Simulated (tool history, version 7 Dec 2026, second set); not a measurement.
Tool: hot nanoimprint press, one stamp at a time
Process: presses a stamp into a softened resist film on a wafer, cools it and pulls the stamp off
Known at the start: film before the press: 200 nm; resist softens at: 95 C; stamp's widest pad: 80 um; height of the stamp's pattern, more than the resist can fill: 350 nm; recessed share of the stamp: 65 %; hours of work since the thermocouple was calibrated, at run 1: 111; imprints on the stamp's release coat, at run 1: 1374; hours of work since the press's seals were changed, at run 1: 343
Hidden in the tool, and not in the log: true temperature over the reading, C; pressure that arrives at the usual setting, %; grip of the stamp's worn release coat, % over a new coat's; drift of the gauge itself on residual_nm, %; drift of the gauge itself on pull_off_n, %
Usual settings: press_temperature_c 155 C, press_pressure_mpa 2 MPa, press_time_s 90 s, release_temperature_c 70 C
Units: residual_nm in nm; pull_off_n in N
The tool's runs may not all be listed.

run,day,press_temperature_c,press_pressure_mpa,press_time_s,release_temperature_c,hours of work since the thermocouple was calibrated,imprints on the stamp's release coat,hours of work since the press's seals were changed,residual_nm,pull_off_n
1,0.000,155,2,90,70,111,1374,343,96.0,265
2,0.692,155,2,90,70,120,1404,352,95.6,258
3,1.450,155,2,90,70,129,1436,361,94.4,276
4,2.667,155,2,90,70,144,1489,376,96.1,265
5,3.492,155,2,90,70,154,1524,386,96.1,274
6,4.342,155,2,90,70,165,1561,397,94.9,272
7,4.996,147,2,135,76,173,1589,405,120.0,234
8,5.688,147,2,135,76,181,1618,414,122.3,241

The next listed run, before its measurement:
9,6.696,147,2,135,76,194,1662,426,?,?

Run 9 gave residual_nm 121.3 nm, pull_off_n 233 N.
Without the tool's hidden state the same run would have given residual_nm 115.2 nm, pull_off_n 185 N.
